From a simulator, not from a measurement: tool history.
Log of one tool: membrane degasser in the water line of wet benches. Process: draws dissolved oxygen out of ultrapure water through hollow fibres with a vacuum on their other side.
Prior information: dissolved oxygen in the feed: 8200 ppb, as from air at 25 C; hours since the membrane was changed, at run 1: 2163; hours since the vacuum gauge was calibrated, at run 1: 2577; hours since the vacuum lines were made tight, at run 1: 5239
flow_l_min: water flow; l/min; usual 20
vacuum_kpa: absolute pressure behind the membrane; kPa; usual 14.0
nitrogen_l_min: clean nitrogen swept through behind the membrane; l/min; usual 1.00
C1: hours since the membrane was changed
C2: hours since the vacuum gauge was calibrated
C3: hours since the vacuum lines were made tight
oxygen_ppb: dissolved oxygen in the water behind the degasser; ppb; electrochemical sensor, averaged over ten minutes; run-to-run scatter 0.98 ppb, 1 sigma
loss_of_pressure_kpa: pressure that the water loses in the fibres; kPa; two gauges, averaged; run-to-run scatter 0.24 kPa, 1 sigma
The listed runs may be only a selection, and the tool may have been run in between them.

{"run": 1, "hour": 0.0, "flow_l_min": 20, "vacuum_kpa": 14.0, "nitrogen_l_min": 1.0, "C1": 2163, "C2": 2577, "C3": 5239, "oxygen_ppb": 457.5, "loss_of_pressure_kpa": 60.71}
{"run": 2, "hour": 38.6, "flow_l_min": 20, "vacuum_kpa": 14.1, "nitrogen_l_min": 1.0, "C1": 2201, "C2": 2616, "C3": 5277, "oxygen_ppb": 464.9, "loss_of_pressure_kpa": 60.81}
{"run": 3, "hour": 64.5, "flow_l_min": 20, "vacuum_kpa": 14.1, "nitrogen_l_min": 1.0, "C1": 2227, "C2": 2642, "C3": 5303, "oxygen_ppb": 465.4, "loss_of_pressure_kpa": 61.08}
{"run": 4, "hour": 95.0, "flow_l_min": 20, "vacuum_kpa": 14.1, "nitrogen_l_min": 1.6, "C1": 2258, "C2": 2672, "C3": 5334, "oxygen_ppb": 308.3, "loss_of_pressure_kpa": 60.89}
{"run": 5, "hour": 151.7, "flow_l_min": 20, "vacuum_kpa": 28.1, "nitrogen_l_min": 1.0, "C1": 2314, "C2": 2729, "C3": 5390, "oxygen_ppb": 992.5, "loss_of_pressure_kpa": 60.73}
{"run": 6, "hour": 201.7, "flow_l_min": 20, "vacuum_kpa": 28.1, "nitrogen_l_min": 1.0, "C1": 2365, "C2": 2779, "C3": 5440, "oxygen_ppb": 994.6, "loss_of_pressure_kpa": 60.3}
{"run": 7, "hour": 230.8, "flow_l_min": 20, "vacuum_kpa": 28.1, "nitrogen_l_min": 1.0, "C1": 2394, "C2": 2808, "C3": 5469, "oxygen_ppb": 994.0, "loss_of_pressure_kpa": 60.68}
{"run": 8, "hour": 282.2, "flow_l_min": 20, "vacuum_kpa": 28.1, "nitrogen_l_min": 1.0, "C1": 2445, "C2": 2859, "C3": 5521, "oxygen_ppb": 998.5, "loss_of_pressure_kpa": 61.05}
{"run": 9, "hour": 314.3, "flow_l_min": 20, "vacuum_kpa": 14.0, "nitrogen_l_min": 1.0, "C1": 2477, "C2": 2891, "C3": 5553, "oxygen_ppb": 458.4, "loss_of_pressure_kpa": 60.66}
{"run": 10, "hour": 367.3, "flow_l_min": 20, "vacuum_kpa": 14.0, "nitrogen_l_min": 1.0, "C1": 2530, "C2": 2944, "C3": 5606, "oxygen_ppb": 458.8, "loss_of_pressure_kpa": 61.34}
{"run": 11, "hour": 393.6, "flow_l_min": 20, "vacuum_kpa": 12.5, "nitrogen_l_min": 1.0, "C1": 2556, "C2": 2971, "C3": 5632, "oxygen_ppb": 398.3, "loss_of_pressure_kpa": 60.76}
{"run": 12, "hour": 423.5, "flow_l_min": 20, "vacuum_kpa": 12.5, "nitrogen_l_min": 1.0, "C1": 2586, "C2": 3001, "C3": 5662, "oxygen_ppb": 398.4, "loss_of_pressure_kpa": 61.07}
{"run": 13, "hour": 458.8, "flow_l_min": 20, "vacuum_kpa": 14.0, "nitrogen_l_min": 1.0, "C1": 2622, "C2": 3036, "C3": 5697, "oxygen_ppb": 460.1, "loss_of_pressure_kpa": 60.95}
{"run": 14, "hour": 489.8, "flow_l_min": 20, "vacuum_kpa": 14.0, "nitrogen_l_min": 1.0, "C1": 2653, "C2": 3067, "C3": 5728, "oxygen_ppb": 458.7, "loss_of_pressure_kpa": 60.93}
{"run": 15, "hour": 536.6, "flow_l_min": 20, "vacuum_kpa": 14.0, "nitrogen_l_min": 1.0, "C1": 2699, "C2": 3114, "C3": 5775, "oxygen_ppb": 461.7, "loss_of_pressure_kpa": 60.81}
{"run": 16, "hour": 584.8, "flow_l_min": 27, "vacuum_kpa": 13.6, "nitrogen_l_min": 1.0, "C1": 2748, "C2": 3162, "C3": 5823, "oxygen_ppb": 574.1, "loss_of_pressure_kpa": 82.34}
{"run": 17, "hour": 636.8, "flow_l_min": 27, "vacuum_kpa": 13.6, "nitrogen_l_min": 1.0, "C1": 2800, "C2": 3214, "C3": 5875, "oxygen_ppb": 574.8, "loss_of_pressure_kpa": 81.99}
{"run": 18, "hour": 676.7, "flow_l_min": 17, "vacuum_kpa": 10.4, "nitrogen_l_min": 1.66, "C1": 2839, "C2": 3254, "C3": 5915, "oxygen_ppb": 171.2, "loss_of_pressure_kpa": 51.75}
{"run": 19, "hour": 717.1, "flow_l_min": 17, "vacuum_kpa": 10.4, "nitrogen_l_min": 1.66, "C1": 2880, "C2": 3294, "C3": 5956, "oxygen_ppb": 171.8, "loss_of_pressure_kpa": 51.73}
{"run": 20, "hour": 764.7, "flow_l_min": 25, "vacuum_kpa": 12.2, "nitrogen_l_min": 1.79, "C1": 2928, "C2": 3342, "C3": 6003, "oxygen_ppb": 287.1, "loss_of_pressure_kpa": 76.03}
{"run": 21, "hour": 826.7, "flow_l_min": 25, "vacuum_kpa": 12.2, "nitrogen_l_min": 0.41, "C1": 2990, "C2": 3404, "C3": 6065, "oxygen_ppb": 913.4, "loss_of_pressure_kpa": 75.88}
{"run": 22, "hour": 885.2, "flow_l_min": 16, "vacuum_kpa": 12.2, "nitrogen_l_min": 0.41, "C1": 3048, "C2": 3462, "C3": 6124, "oxygen_ppb": 661.7, "loss_of_pressure_kpa": 48.48}
{"run": 23, "hour": 946.9, "flow_l_min": 18, "vacuum_kpa": 16.4, "nitrogen_l_min": 0.45, "C1": 3110, "C2": 3524, "C3": 6185, "oxygen_ppb": 956.6, "loss_of_pressure_kpa": 54.82}
{"run": 24, "hour": 975.5, "flow_l_min": 20, "vacuum_kpa": 20.1, "nitrogen_l_min": 0.45, "C1": 3138, "C2": 3553, "C3": 6214, "oxygen_ppb": 1287.3, "loss_of_pressure_kpa": 60.6}
{"run": 25, "hour": 1021.9, "flow_l_min": 20, "vacuum_kpa": 20.1, "nitrogen_l_min": 0.45, "C1": 3185, "C2": 3599, "C3": 6260, "oxygen_ppb": 1290.7, "loss_of_pressure_kpa": 60.79}
{"run": 26, "hour": 1069.4, "flow_l_min": 20, "vacuum_kpa": 20.1, "nitrogen_l_min": 0.45, "C1": 3232, "C2": 3647, "C3": 6308, "oxygen_ppb": 1288.3, "loss_of_pressure_kpa": 60.84}
{"hour": 1110.2, "done": "seals of the vacuum lines changed"}
{"run": 27, "hour": 1114.4, "flow_l_min": 20, "vacuum_kpa": 14.0, "nitrogen_l_min": 0.54, "C1": 3275, "C2": 3690, "C3": 4, "oxygen_ppb": 754.1, "loss_of_pressure_kpa": 60.85}
{"run": 28, "hour": 1162.4, "flow_l_min": 20, "vacuum_kpa": 14.0, "nitrogen_l_min": 0.54, "C1": 3323, "C2": 3738, "C3": 52, "oxygen_ppb": 754.5, "loss_of_pressure_kpa": 60.52}
{"run": 29, "hour": 1219.9, "flow_l_min": 13, "vacuum_kpa": 14.0, "nitrogen_l_min": 0.85, "C1": 3381, "C2": 3795, "C3": 110, "oxygen_ppb": 363.6, "loss_of_pressure_kpa": 39.48}

Alternative continuations, all from the tool just after run 29; predict every row:
{"run": "A", "hour": 1261.5, "flow_l_min": 12, "vacuum_kpa": 9.2, "nitrogen_l_min": 1.0, "C1": 3422, "C2": 3837, "C3": 151, "oxygen_ppb": "?", "loss_of_pressure_kpa": "?"}
{"run": "B", "hour": 1261.5, "flow_l_min": 22, "vacuum_kpa": 14.0, "nitrogen_l_min": 0.85, "C1": 3422, "C2": 3837, "C3": 151, "oxygen_ppb": "?", "loss_of_pressure_kpa": "?"}
{"run": "C", "hour": 1261.5, "flow_l_min": 14, "vacuum_kpa": 14.0, "nitrogen_l_min": 0.5, "C1": 3422, "C2": 3837, "C3": 151, "oxygen_ppb": "?", "loss_of_pressure_kpa": "?"}

run=A oxygen_ppb=164.8 loss_of_pressure_kpa=36.65
run=B oxygen_ppb=569.3 loss_of_pressure_kpa=66.26
run=C oxygen_ppb=607.9 loss_of_pressure_kpa=43.04
Without the tool's unlogged condition, the same runs would have read:
run=A oxygen_ppb=164.7 loss_of_pressure_kpa=36.64
run=B oxygen_ppb=569.2 loss_of_pressure_kpa=66.23
run=C oxygen_ppb=607.7 loss_of_pressure_kpa=43.02
